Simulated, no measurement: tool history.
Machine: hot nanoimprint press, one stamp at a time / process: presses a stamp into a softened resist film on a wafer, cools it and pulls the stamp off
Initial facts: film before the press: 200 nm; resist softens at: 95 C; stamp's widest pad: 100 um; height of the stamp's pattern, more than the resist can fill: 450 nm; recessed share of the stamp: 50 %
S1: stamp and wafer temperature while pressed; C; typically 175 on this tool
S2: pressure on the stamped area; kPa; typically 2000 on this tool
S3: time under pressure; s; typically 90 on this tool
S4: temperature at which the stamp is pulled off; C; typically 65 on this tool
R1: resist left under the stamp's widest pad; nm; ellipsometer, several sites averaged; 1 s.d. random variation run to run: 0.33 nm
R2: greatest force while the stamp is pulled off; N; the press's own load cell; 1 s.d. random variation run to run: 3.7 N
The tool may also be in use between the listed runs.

run 1 hour=0.0 | S1=175 S2=2000 S3=90 S4=65 | R1=116.1 R2=284
run 2 hour=17.9 | S1=183 S2=2000 S3=90 S4=65 | R1=84.7 R2=300
run 3 hour=56.2 | S1=183 S2=2000 S3=90 S4=65 | R1=85.2 R2=294
run 4 hour=79.7 | S1=183 S2=2000 S3=90 S4=65 | R1=85.8 R2=304
run 5 hour=104.4 | S1=183 S2=2000 S3=90 S4=65 | R1=85.8 R2=312
run 6 hour=135.4 | S1=183 S2=2000 S3=90 S4=65 | R1=86.2 R2=314
run 7 hour=155.9 | S1=183 S2=2000 S3=90 S4=65 | R1=86.1 R2=320
-- hour=167.4 plate thermocouple calibrated
run 8 hour=192.4 | S1=183 S2=2000 S3=90 S4=65 | R1=88.9 R2=338
run 9 hour=215.1 | S1=183 S2=2000 S3=90 S4=65 | R1=89.6 R2=333
run 10 hour=240.1 | S1=183 S2=2000 S3=90 S4=65 | R1=89.8 R2=338
-- hour=251.6 press's hydraulic seals changed and the load cell set to zero
-- hour=272.3 plate thermocouple calibrated, once more
run 11 hour=274.6 | S1=175 S2=2000 S3=82 S4=65 | R1=114.4 R2=345
run 12 hour=303.9 | S1=175 S2=2000 S3=90 S4=65 | R1=111.4 R2=344
run 13 hour=335.1 | S1=175 S2=2000 S3=90 S4=65 | R1=111.9 R2=344
run 14 hour=352.5 | S1=175 S2=2000 S3=90 S4=65 | R1=112.6 R2=375
-- hour=380.1 stamp cleaned and given a new release coat
run 15 hour=381.6 | S1=175 S2=2000 S3=90 S4=65 | R1=112.7 R2=175
run 16 hour=413.7 | S1=173 S2=2000 S3=64 S4=70 | R1=134.0 R2=176
run 17 hour=452.0 | S1=174 S2=1800 S3=64 S4=70 | R1=135.0 R2=186
run 18 hour=473.8 | S1=186 S2=1800 S3=64 S4=70 | R1=88.8 R2=188
run 19 hour=500.9 | S1=186 S2=1800 S3=64 S4=70 | R1=88.1 R2=190
run 20 hour=530.9 | S1=175 S2=2450 S3=90 S4=55 | R1=104.4 R2=239
run 21 hour=564.2 | S1=175 S2=1690 S3=118 S4=71 | R1=114.2 R2=201
run 22 hour=591.7 | S1=175 S2=1970 S3=159 S4=52 | R1=97.0 R2=252
run 23 hour=623.8 | S1=175 S2=1970 S3=159 S4=52 | R1=97.2 R2=270
run 24 hour=660.5 | S1=175 S2=1950 S3=169 S4=65 | R1=95.8 R2=234
run 25 hour=683.9 | S1=175 S2=1950 S3=169 S4=65 | R1=96.5 R2=241
run 26 hour=723.5 | S1=168 S2=2390 S3=83 S4=50 | R1=142.5 R2=290
run 27 hour=745.0 | S1=175 S2=2430 S3=47 S4=58 | R1=129.5 R2=278
-- hour=762.9 plate thermocouple calibrated
run 28 hour=787.5 | S1=172 S2=1340 S3=68 S4=69 | R1=154.1 R2=250
run 29 hour=827.2 | S1=175 S2=1990 S3=86 S4=52 | R1=115.0 R2=304

Predict each of these 4 candidate next runs independently; none follows another, all start after run 29:
run A hour=851.4 | S1=166 S2=2420 S3=61 S4=65 | R1=? R2=?
run B hour=851.4 | S1=175 S2=3170 S3=86 S4=70 | R1=? R2=?
run C hour=851.4 | S1=185 S2=1990 S3=86 S4=52 | R1=? R2=?
run D hour=851.4 | S1=175 S2=2000 S3=104 S4=55 | R1=? R2=?

run=A R1=156.2 R2=279
run=B R1=93.2 R2=260
run=C R1=77.9 R2=303
run=D R1=108.7 R2=302
Stripped of hidden state, with their random variation kept, the same runs would have yielded:
run=A R1=153.6 R2=182
run=B R1=89.7 R2=170
run=C R1=75.8 R2=199
run=D R1=106.1 R2=198
